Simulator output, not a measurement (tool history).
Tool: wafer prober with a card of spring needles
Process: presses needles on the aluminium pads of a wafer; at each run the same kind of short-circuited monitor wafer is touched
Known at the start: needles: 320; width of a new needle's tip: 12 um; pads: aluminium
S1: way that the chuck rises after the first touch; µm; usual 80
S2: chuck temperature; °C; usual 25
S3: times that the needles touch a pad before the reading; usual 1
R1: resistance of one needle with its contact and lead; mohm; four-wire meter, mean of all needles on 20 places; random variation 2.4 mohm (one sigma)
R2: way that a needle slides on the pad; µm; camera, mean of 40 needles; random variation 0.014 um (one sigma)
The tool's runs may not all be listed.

run 1 day=0.000 | S1=80 S2=25 S3=1 | R1=316 R2=16.78
-- day=0.262 tips cleaned on abrasive film
run 2 day=0.338 | S1=80 S2=25 S3=1 | R1=285 R2=16.76
run 3 day=0.938 | S1=80 S2=59 S3=1 | R1=324 R2=16.77
run 4 day=1.275 | S1=80 S2=59 S3=1 | R1=324 R2=16.77
-- day=1.396 tips cleaned on abrasive film
run 5 day=1.692 | S1=78 S2=25 S3=1 | R1=301 R2=16.34
run 6 day=2.008 | S1=80 S2=25 S3=1 | R1=312 R2=16.76
-- day=2.533 tips cleaned on abrasive film
run 7 day=2.592 | S1=80 S2=25 S3=1 | R1=283 R2=16.76
run 8 day=2.950 | S1=80 S2=52 S3=1 | R1=309 R2=16.76
-- day=3.633 tips cleaned on abrasive film
run 9 day=3.633 | S1=80 S2=52 S3=1 | R1=287 R2=16.76
-- day=4.046 height of the first contact set anew
run 10 day=4.192 | S1=68 S2=52 S3=1 | R1=327 R2=14.44
run 11 day=4.542 | S1=68 S2=44 S3=1 | R1=336 R2=14.45
-- day=4.792 tips cleaned on abrasive film
run 12 day=5.012 | S1=68 S2=98 S3=1 | R1=327 R2=14.41
run 13 day=5.746 | S1=80 S2=25 S3=1 | R1=317 R2=16.96
-- day=5.925 tips cleaned on abrasive film
run 14 day=6.204 | S1=80 S2=25 S3=1 | R1=301 R2=16.97
run 15 day=6.838 | S1=80 S2=25 S3=1 | R1=318 R2=16.96
-- day=7.046 tips cleaned on abrasive film
run 16 day=7.354 | S1=80 S2=25 S3=1 | R1=305 R2=16.95
run 17 day=7.900 | S1=80 S2=30 S3=1 | R1=314 R2=16.96
-- day=8.175 tips cleaned on abrasive film
run 18 day=8.458 | S1=80 S2=46 S3=1 | R1=309 R2=16.94
run 19 day=9.092 | S1=79 S2=98 S3=3 | R1=313 R2=16.72
-- day=9.308 tips cleaned on abrasive film
run 20 day=9.721 | S1=79 S2=98 S3=3 | R1=303 R2=16.71
-- day=10.417 tips cleaned on abrasive film
run 21 day=10.438 | S1=80 S2=60 S3=2 | R1=286 R2=16.92
run 22 day=11.146 | S1=80 S2=100 S3=2 | R1=314 R2=16.89
-- day=11.546 tips cleaned on abrasive film
run 23 day=11.804 | S1=72 S2=26 S3=1 | R1=310 R2=15.20
run 24 day=12.392 | S1=72 S2=26 S3=1 | R1=318 R2=15.21
-- day=12.650 tips cleaned on abrasive film
run 25 day=12.771 | S1=89 S2=51 S3=1 | R1=291 R2=18.81
run 26 day=13.133 | S1=71 S2=26 S3=1 | R1=321 R2=14.99
run 27 day=13.483 | S1=71 S2=26 S3=2 | R1=305 R2=15.00
-- day=13.804 tips cleaned on abrasive film
run 28 day=13.875 | S1=74 S2=58 S3=2 | R1=291 R2=15.60
run 29 day=14.333 | S1=74 S2=58 S3=2 | R1=305 R2=15.63
-- day=14.917 tips cleaned on abrasive film
run 30 day=14.979 | S1=74 S2=35 S3=2 | R1=280 R2=15.59
run 31 day=15.488 | S1=74 S2=67 S3=2 | R1=312 R2=15.61
-- day=16.021 tips cleaned on abrasive film
run 32 day=16.121 | S1=74 S2=67 S3=2 | R1=301 R2=15.60
run 33 day=16.804 | S1=60 S2=93 S3=1 | R1=364 R2=12.63
-- day=17.146 tips cleaned on abrasive film
run 34 day=17.300 | S1=80 S2=25 S3=3 | R1=280 R2=16.86
run 35 day=17.975 | S1=98 S2=36 S3=3 | R1=285 R2=20.66

3 ways to go on from here, each from the tool as it stands after run 35. What would each give?
-- day=18.283 tips cleaned on abrasive film
run A day=18.683 | S1=98 S2=48 S3=3 | R1=? R2=?
-- day=18.283 tips cleaned on abrasive film
run B day=18.683 | S1=62 S2=90 S3=1 | R1=? R2=?
-- day=18.283 tips cleaned on abrasive film
run C day=18.683 | S1=70 S2=36 S3=3 | R1=? R2=?

run=A R1=289 R2=20.68
run=B R1=344 R2=13.03
run=C R1=294 R2=14.72
Without the tool's hidden state the same runs would have given:
run=A R1=280 R2=20.81
run=B R1=297 R2=13.16
run=C R1=278 R2=14.85
